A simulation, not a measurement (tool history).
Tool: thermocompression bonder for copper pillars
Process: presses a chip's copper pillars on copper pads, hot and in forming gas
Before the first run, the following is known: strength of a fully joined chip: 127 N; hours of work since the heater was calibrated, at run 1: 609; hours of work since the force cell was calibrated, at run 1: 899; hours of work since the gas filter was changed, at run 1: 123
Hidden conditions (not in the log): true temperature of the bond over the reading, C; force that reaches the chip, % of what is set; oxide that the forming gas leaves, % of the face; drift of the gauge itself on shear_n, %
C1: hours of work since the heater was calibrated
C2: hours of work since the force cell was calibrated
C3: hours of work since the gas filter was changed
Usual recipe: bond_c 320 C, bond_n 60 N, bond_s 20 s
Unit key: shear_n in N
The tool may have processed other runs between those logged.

run 1 hour=0.0 | bond_c=320 bond_n=60 bond_s=20 | C1=609 C2=899 C3=123 | shear_n=70.3
run 2 hour=35.9 | bond_c=320 bond_n=60 bond_s=20 | C1=624 C2=914 C3=137 | shear_n=69.3
run 3 hour=73.8 | bond_c=320 bond_n=60 bond_s=20 | C1=640 C2=929 C3=153 | shear_n=69.7
run 4 hour=105.0 | bond_c=320 bond_n=60 bond_s=20 | C1=653 C2=942 C3=166 | shear_n=70.6
-- hour=145.6 force cell calibrated
run 5 hour=160.6 | bond_c=320 bond_n=42 bond_s=20 | C1=675 C2=6 C3=188 | shear_n=48.3
run 6 hour=202.7 | bond_c=320 bond_n=42 bond_s=20 | C1=692 C2=23 C3=205 | shear_n=47.0
run 7 hour=250.0 | bond_c=320 bond_n=42 bond_s=20 | C1=712 C2=43 C3=225 | shear_n=49.1
run 8 hour=291.1 | bond_c=320 bond_n=42 bond_s=20 | C1=728 C2=60 C3=242 | shear_n=48.3
run 9 hour=315.9 | bond_c=320 bond_n=42 bond_s=20 | C1=739 C2=70 C3=252 | shear_n=48.0
run 10 hour=374.6 | bond_c=320 bond_n=42 bond_s=20 | C1=763 C2=94 C3=276 | shear_n=46.8
run 11 hour=432.0 | bond_c=320 bond_n=42 bond_s=20 | C1=786 C2=118 C3=300 | shear_n=48.6
run 12 hour=483.0 | bond_c=320 bond_n=42 bond_s=20 | C1=807 C2=139 C3=321 | shear_n=47.9
run 13 hour=511.2 | bond_c=320 bond_n=42 bond_s=20 | C1=819 C2=150 C3=332 | shear_n=48.6
run 14 hour=560.4 | bond_c=320 bond_n=42 bond_s=20 | C1=839 C2=170 C3=352 | shear_n=48.7
run 15 hour=598.3 | bond_c=320 bond_n=60 bond_s=20 | C1=855 C2=186 C3=368 | shear_n=69.2
run 16 hour=647.3 | bond_c=320 bond_n=60 bond_s=20 | C1=875 C2=206 C3=388 | shear_n=71.1
run 17 hour=705.5 | bond_c=345 bond_n=60 bond_s=20 | C1=899 C2=230 C3=412 | shear_n=84.0
run 18 hour=730.2 | bond_c=345 bond_n=60 bond_s=20 | C1=909 C2=240 C3=422 | shear_n=81.4
-- hour=736.3 forming gas filter changed
run 19 hour=773.6 | bond_c=320 bond_n=60 bond_s=49 | C1=927 C2=258 C3=15 | shear_n=91.9
run 20 hour=824.7 | bond_c=320 bond_n=60 bond_s=20 | C1=948 C2=279 C3=36 | shear_n=70.2
run 21 hour=858.7 | bond_c=291 bond_n=60 bond_s=42 | C1=962 C2=293 C3=50 | shear_n=70.1
run 22 hour=913.0 | bond_c=328 bond_n=47 bond_s=33 | C1=984 C2=315 C3=73 | shear_n=72.0
run 23 hour=938.7 | bond_c=294 bond_n=60 bond_s=20 | C1=994 C2=326 C3=83 | shear_n=54.6
run 24 hour=986.1 | bond_c=337 bond_n=60 bond_s=14 | C1=1014 C2=345 C3=103 | shear_n=70.9
run 25 hour=1029.3 | bond_c=312 bond_n=72 bond_s=20 | C1=1032 C2=363 C3=120 | shear_n=76.3
run 26 hour=1073.7 | bond_c=296 bond_n=57 bond_s=21 | C1=1050 C2=381 C3=139 | shear_n=55.6
run 27 hour=1126.4 | bond_c=296 bond_n=57 bond_s=21 | C1=1072 C2=403 C3=160 | shear_n=54.2
run 28 hour=1166.3 | bond_c=296 bond_n=64 bond_s=28 | C1=1088 C2=419 C3=177 | shear_n=67.7
run 29 hour=1222.8 | bond_c=296 bond_n=64 bond_s=28 | C1=1111 C2=443 C3=200 | shear_n=66.6
run 30 hour=1279.0 | bond_c=308 bond_n=81 bond_s=20 | C1=1134 C2=466 C3=223 | shear_n=82.6
run 31 hour=1309.3 | bond_c=296 bond_n=89 bond_s=23 | C1=1147 C2=478 C3=235 | shear_n=84.2
run 32 hour=1362.8 | bond_c=313 bond_n=86 bond_s=11 | C1=1169 C2=500 C3=257 | shear_n=76.3
run 33 hour=1404.0 | bond_c=313 bond_n=39 bond_s=11 | C1=1186 C2=517 C3=274 | shear_n=31.4
run 34 hour=1434.6 | bond_c=292 bond_n=37 bond_s=28 | C1=1198 C2=530 C3=287 | shear_n=35.8
run 35 hour=1459.1 | bond_c=292 bond_n=37 bond_s=28 | C1=1208 C2=540 C3=297 | shear_n=35.7
run 36 hour=1494.4 | bond_c=344 bond_n=53 bond_s=33 | C1=1223 C2=554 C3=312 | shear_n=84.8
run 37 hour=1520.6 | bond_c=344 bond_n=53 bond_s=33 | C1=1234 C2=565 C3=322 | shear_n=85.5
-- hour=1546.6 heater calibrated with a thermocouple chip
run 38 hour=1561.3 | bond_c=320 bond_n=71 bond_s=20 | C1=6 C2=581 C3=338 | shear_n=81.9
run 39 hour=1587.8 | bond_c=326 bond_n=71 bond_s=20 | C1=17 C2=592 C3=349 | shear_n=86.0
run 40 hour=1627.9 | bond_c=292 bond_n=51 bond_s=60 | C1=33 C2=608 C3=366 | shear_n=67.7

How the hidden state differs across the entries between the runs, from the last listed run before each to the first after it:
From run 4 to run 5: force cell calibrated (hour 145.6)
  force that reaches the chip, % of what is set: 99.5 -> 100; oxide that the forming gas leaves, % of the face: 0.73 -> 0.76
From run 18 to run 19: forming gas filter changed (hour 736.3)
  oxide that the forming gas leaves, % of the face: 1.06 -> 0.52
From run 37 to run 38: heater calibrated with a thermocouple chip (hour 1546.6)
  true temperature of the bond over the reading, C: -0.5 -> 0.1; oxide that the forming gas leaves, % of the face: 0.92 -> 0.94
